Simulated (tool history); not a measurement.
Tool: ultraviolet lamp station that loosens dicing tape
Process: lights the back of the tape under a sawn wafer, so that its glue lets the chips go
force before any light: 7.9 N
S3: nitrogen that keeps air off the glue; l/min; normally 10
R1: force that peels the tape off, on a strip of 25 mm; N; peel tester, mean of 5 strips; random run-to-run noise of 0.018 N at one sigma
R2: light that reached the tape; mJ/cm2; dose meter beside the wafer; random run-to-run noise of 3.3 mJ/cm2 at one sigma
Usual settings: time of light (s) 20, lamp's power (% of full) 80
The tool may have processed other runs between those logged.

run 1 hour=0.0 | time_of_light_(s)=20 lamp's_power_(%_of_full)=80 S3=10 | R1=1.058 R2=476
run 2 hour=6.2 | time_of_light_(s)=13 lamp's_power_(%_of_full)=80 S3=10 | R1=2.072 R2=307
run 3 hour=19.9 | time_of_light_(s)=20 lamp's_power_(%_of_full)=80 S3=10 | R1=1.032 R2=464
run 4 hour=34.2 | time_of_light_(s)=20 lamp's_power_(%_of_full)=80 S3=10 | R1=1.089 R2=464
run 5 hour=44.8 | time_of_light_(s)=20 lamp's_power_(%_of_full)=88 S3=10 | R1=0.874 R2=509
run 6 hour=59.2 | time_of_light_(s)=20 lamp's_power_(%_of_full)=80 S3=10 | R1=1.107 R2=461
run 7 hour=70.7 | time_of_light_(s)=20 lamp's_power_(%_of_full)=80 S3=10 | R1=1.139 R2=463
run 8 hour=78.0 | time_of_light_(s)=20 lamp's_power_(%_of_full)=80 S3=10 | R1=1.105 R2=453
run 9 hour=87.0 | time_of_light_(s)=20 lamp's_power_(%_of_full)=80 S3=10 | R1=1.131 R2=455
run 10 hour=97.9 | time_of_light_(s)=20 lamp's_power_(%_of_full)=80 S3=10 | R1=1.152 R2=454
run 11 hour=109.4 | time_of_light_(s)=20 lamp's_power_(%_of_full)=80 S3=10 | R1=1.089 R2=449
run 12 hour=115.2 | time_of_light_(s)=20 lamp's_power_(%_of_full)=80 S3=10 | R1=1.141 R2=446
run 13 hour=128.7 | time_of_light_(s)=20 lamp's_power_(%_of_full)=80 S3=10 | R1=1.158 R2=442
run 14 hour=140.4 | time_of_light_(s)=20 lamp's_power_(%_of_full)=80 S3=10 | R1=1.146 R2=447
run 15 hour=149.2 | time_of_light_(s)=20 lamp's_power_(%_of_full)=80 S3=10 | R1=1.135 R2=438
run 16 hour=163.4 | time_of_light_(s)=20 lamp's_power_(%_of_full)=80 S3=10 | R1=1.221 R2=441
run 17 hour=170.2 | time_of_light_(s)=20 lamp's_power_(%_of_full)=70 S3=10 | R1=1.433 R2=387
run 18 hour=180.5 | time_of_light_(s)=20 lamp's_power_(%_of_full)=70 S3=10 | R1=1.491 R2=384
run 19 hour=190.1 | time_of_light_(s)=20 lamp's_power_(%_of_full)=70 S3=6 | R1=1.881 R2=381
run 20 hour=199.6 | time_of_light_(s)=20 lamp's_power_(%_of_full)=70 S3=6 | R1=1.803 R2=377
run 21 hour=213.9 | time_of_light_(s)=20 lamp's_power_(%_of_full)=70 S3=6 | R1=1.917 R2=378
run 22 hour=227.7 | time_of_light_(s)=29 lamp's_power_(%_of_full)=80 S3=10 | R1=0.616 R2=620
run 23 hour=241.9 | time_of_light_(s)=29 lamp's_power_(%_of_full)=80 S3=10 | R1=0.633 R2=610
run 24 hour=255.8 | time_of_light_(s)=20 lamp's_power_(%_of_full)=62 S3=10 | R1=1.809 R2=327
run 25 hour=268.5 | time_of_light_(s)=21 lamp's_power_(%_of_full)=69 S3=5 | R1=2.122 R2=382
run 26 hour=281.8 | time_of_light_(s)=10 lamp's_power_(%_of_full)=74 S3=10 | R1=3.261 R2=193

Predict the results of run 27:
run 27 hour=288.3 | time_of_light_(s)=39 lamp's_power_(%_of_full)=80 S3=9 | R1=? R2=?

Run 27 measured R1 0.367 N, R2 803 mJ/cm2.
Were there no unlogged condition in the tool, this run, its random variation unchanged, would have produced R1 0.244 N, R2 1005 mJ/cm2.
